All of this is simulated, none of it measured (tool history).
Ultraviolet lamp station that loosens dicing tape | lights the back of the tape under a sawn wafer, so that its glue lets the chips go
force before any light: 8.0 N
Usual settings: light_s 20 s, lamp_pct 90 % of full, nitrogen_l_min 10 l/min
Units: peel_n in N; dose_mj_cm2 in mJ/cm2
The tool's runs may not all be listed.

| run | hour | light_s | lamp_pct | nitrogen_l_min | peel_n | dose_mj_cm2 |
|---|---|---|---|---|---|---|
| 1 | 0 | 20 | 90 | 10 | 0.436 | 363 |
| 2 | 19.2 | 33 | 90 | 10 | 0.18 | 596 |
| 3 | 38.9 | 33 | 90 | 10 | 0.177 | 586 |
| 4 | 52.9 | 33 | 90 | 10 | 0.184 | 586 |
| 5 | 69.2 | 20 | 90 | 5 | 0.847 | 335 |
| 6 | 84.7 | 20 | 90 | 10 | 0.509 | 334 |
| 7 | 94.1 | 20 | 87 | 10 | 0.558 | 322 |
| 8 | 113.4 | 20 | 87 | 10 | 0.59 | 310 |
| 9 | 124.4 | 20 | 87 | 10 | 0.58 | 312 |
| 10 | 138.4 | 20 | 87 | 10 | 0.619 | 312 |
| 11 | 150.1 | 20 | 90 | 10 | 0.58 | 313 |
| 12 | 158.9 | 20 | 90 | 10 | 0.57 | 321 |
| 13 | 175.2 | 20 | 90 | 10 | 0.381 | 373 |
| 14 | 194 | 20 | 90 | 10 | 0.401 | 374 |
| 15 | 210.3 | 12 | 90 | 10 | 1.207 | 224 |
| 16 | 222.8 | 12 | 90 | 10 | 1.176 | 219 |
| 17 | 236.4 | 12 | 90 | 10 | 1.209 | 221 |
| 18 | 249.2 | 20 | 81 | 10 | 0.543 | 329 |
| 19 | 258.7 | 20 | 81 | 10 | 0.561 | 328 |
| 20 | 277.1 | 11 | 90 | 10 | 1.384 | 195 |
| 21 | 292.9 | 11 | 90 | 10 | 1.48 | 194 |
| 22 | 311.6 | 20 | 75 | 17 | 0.496 | 285 |
| 23 | 328.1 | 32 | 73 | 5 | 0.472 | 445 |
| 24 | 346.9 | 11 | 94 | 10 | 1.471 | 199 |
| 25 | 358.3 | 11 | 82 | 8 | 1.989 | 169 |
| 26 | 372.8 | 31 | 73 | 9 | 0.329 | 419 |
| 27 | 383.7 | 20 | 68 | 5 | 1.473 | 249 |
| 28 | 400.2 | 20 | 68 | 5 | 1.478 | 247 |
| 29 | 416.6 | 20 | 68 | 5 | 1.451 | 246 |
| 30 | 431.1 | 20 | 68 | 5 | 1.585 | 246 |
| 31 | 445 | 23 | 85 | 9 | 0.487 | 345 |
| 32 | 459 | 34 | 69 | 5 | 0.53 | 411 |
| 33 | 470.4 | 34 | 93 | 4 | 0.344 | 556 |
| 34 | 480.6 | 21 | 67 | 14 | 0.808 | 246 |
| 35 | 492.4 | 21 | 74 | 9 | 0.828 | 264 |
| 36 | 502.6 | 21 | 90 | 8 | 0.628 | 327 |
| 37 | 517.4 | 21 | 90 | 8 | 0.646 | 324 |
| 38 | 535.5 | 21 | 90 | 8 | 0.659 | 322 |
| 39 | 549.1 | 20 | 91 | 10 | 0.51 | 335 |
| 40 | 567.9 | 35 | 90 | 11 | 0.182 | 582 |
| 41 | 584.1 | 20 | 90 | 5 | 0.91 | 330 |
| 42 | 595.2 | 24 | 74 | 8 | 0.652 | 319 |

Not shown: 3 entries that the log had between the listed runs. Between which runs, and how does the tool's hidden state differ before and after?
Between runs 4 and 5: window cleaned of glue's vapour (hour 58.9)
  lamp's light, % of a new lamp's: 82.3 -> 81.9; light that the window lets through, % of a clean one's: 89.8 -> 85.6
  measured less the result without the state, peel_n: +0.032 -> +0.453 N; dose_mj_cm2: -207 -> -142 mJ/cm2
Between runs 12 and 13: window cleaned of glue's vapour, once more (hour 166.2)
  lamp's light, % of a new lamp's: 79.8 -> 79.4; light that the window lets through, % of a clean one's: 83.2 -> 99.3
  measured less the result without the state, peel_n: +0.334 -> +0.144 N; dose_mj_cm2: -160 -> -100 mJ/cm2
Between runs 38 and 39: window cleaned of glue's vapour (hour 540)
  lamp's light, % of a new lamp's: 70.6 -> 70.2; light that the window lets through, % of a clean one's: 89.8 -> 99.4
  measured less the result without the state, peel_n: +0.405 -> +0.265 N; dose_mj_cm2: -184 -> -145 mJ/cm2

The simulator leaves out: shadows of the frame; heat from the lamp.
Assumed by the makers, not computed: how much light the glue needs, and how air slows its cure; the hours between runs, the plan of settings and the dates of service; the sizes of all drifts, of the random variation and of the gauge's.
